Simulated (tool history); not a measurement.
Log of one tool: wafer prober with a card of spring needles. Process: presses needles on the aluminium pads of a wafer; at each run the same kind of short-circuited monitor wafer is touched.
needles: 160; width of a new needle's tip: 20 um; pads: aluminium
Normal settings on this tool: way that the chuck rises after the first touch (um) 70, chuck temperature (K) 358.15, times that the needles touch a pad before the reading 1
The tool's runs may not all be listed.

run   hour  way that the chuck rises after the first touch (um)  chuck temperature (K)  times that the needles touch a pad before the reading  resistance of one needle with its contact and lead (mohm)  way that a needle slides on the pad (um)
  1    0.0                                                   70                 358.15                                                      1                                                        235                                      9.26
       1.0  -- tips cleaned on abrasive film
       9.1  -- tips cleaned on abrasive film
  2   15.1                                                   70                 358.15                                                      1                                                        232                                      9.25
      17.6  -- tips cleaned on abrasive film
      25.9  -- tips cleaned on abrasive film
  3   27.9                                                   70                 358.15                                                      1                                                        236                                      9.25
      33.8  -- tips cleaned on abrasive film
  4   37.8                                                   70                 358.15                                                      1                                                        234                                      9.25
      41.5  -- tips cleaned on abrasive film
  5   45.5                                                   70                 358.15                                                      1                                                        229                                      9.23
      49.5  -- tips cleaned on abrasive film
      57.2  -- tips cleaned on abrasive film
  6   60.0                                                   70                 358.15                                                      1                                                        239                                      9.27
      65.8  -- tips cleaned on abrasive film
      74.3  -- tips cleaned on abrasive film
  7   74.3                                                   70                 309.15                                                      1                                                        220                                      9.26
      82.7  -- tips cleaned on abrasive film
  8   84.4                                                   70                 309.15                                                      1                                                        221                                      9.26
      90.9  -- tips cleaned on abrasive film
  9   91.9                                                   70                 358.15                                                      1                                                        236                                      9.26
      99.7  -- tips cleaned on abrasive film
 10  101.9                                                   70                 358.15                                                      2                                                        235                                      9.26
     107.9  -- tips cleaned on abrasive film
 11  112.7                                                   70                 358.15                                                      2                                                        236                                      9.25
     116.1  -- tips cleaned on abrasive film
 12  121.5                                                   70                 358.15                                                      2                                                        234                                      9.25
     124.4  -- tips cleaned on abrasive film
     132.5  -- tips cleaned on abrasive film
 13  134.4                                                   70                 358.15                                                      1                                                        237                                      9.25
     140.3  -- tips cleaned on abrasive film
     148.1  -- tips cleaned on abrasive film
 14  148.9                                                   64                 358.15                                                      1                                                        233                                      8.47
     156.4  -- tips cleaned on abrasive film
 15  158.0                                                   64                 358.15                                                      1                                                        235                                      8.46
     164.7  -- tips cleaned on abrasive film
 16  165.7                                                   64                 358.15                                                      1                                                        234                                      8.45
     173.5  -- tips cleaned on abrasive film
 17  179.2                                                   65                 358.15                                                      3                                                        231                                      8.57
     181.4  -- tips cleaned on abrasive film
     183.1  -- height of the first contact set anew
 18  188.7                                                   61                 389.15                                                      3                                                        243                                      8.05
     190.1  -- tips cleaned on abrasive film
 19  197.0                                                   61                 389.15                                                      3                                                        246                                      8.05
     197.8  -- tips cleaned on abrasive film
     206.3  -- tips cleaned on abrasive film
 20  206.3                                                   61                 389.15                                                      3                                                        242                                      8.06
     215.1  -- tips cleaned on abrasive film
 21  219.8                                                   61                 389.15                                                      3                                                        244                                      8.07
     223.2  -- tips cleaned on abrasive film
     231.3  -- tips cleaned on abrasive film
 22  235.7                                                   70                 309.15                                                      2                                                        224                                      9.27
     239.6  -- tips cleaned on abrasive film
 23  244.6                                                   51                 364.15                                                      1                                                        240                                      6.75
     247.7  -- tips cleaned on abrasive film
 24  252.1                                                   53                 372.15                                                      2                                                        241                                      7.00
     255.6  -- tips cleaned on abrasive film
 25  262.4                                                   88                 302.15                                                      3                                                        221                                     11.65
     263.7  -- tips cleaned on abrasive film
     272.1  -- tips cleaned on abrasive film
 26  275.0                                                   88                 302.15                                                      3                                                        217                                     11.63
     280.5  -- tips cleaned on abrasive film
 27  287.6                                                   61                 302.15                                                      3                                                        227                                      8.07
     288.5  -- tips cleaned on abrasive film
     296.9  -- tips cleaned on abrasive film
 28  299.9                                                   70                 358.15                                                      2                                                        234                                      9.27

Expected results for the next run?
     305.3  -- tips cleaned on abrasive film
 29  311.3                                                   82                 305.15                                                      2                                                          ?                                         ?

resistance of one needle with its contact and lead (mohm): 221
way that a needle slides on the pad (um): 10.84
With the hidden condition absent and the run-to-run variation left alone, this run would have shown resistance of one needle with its contact and lead (mohm) 220, way that a needle slides on the pad (um) 10.84.
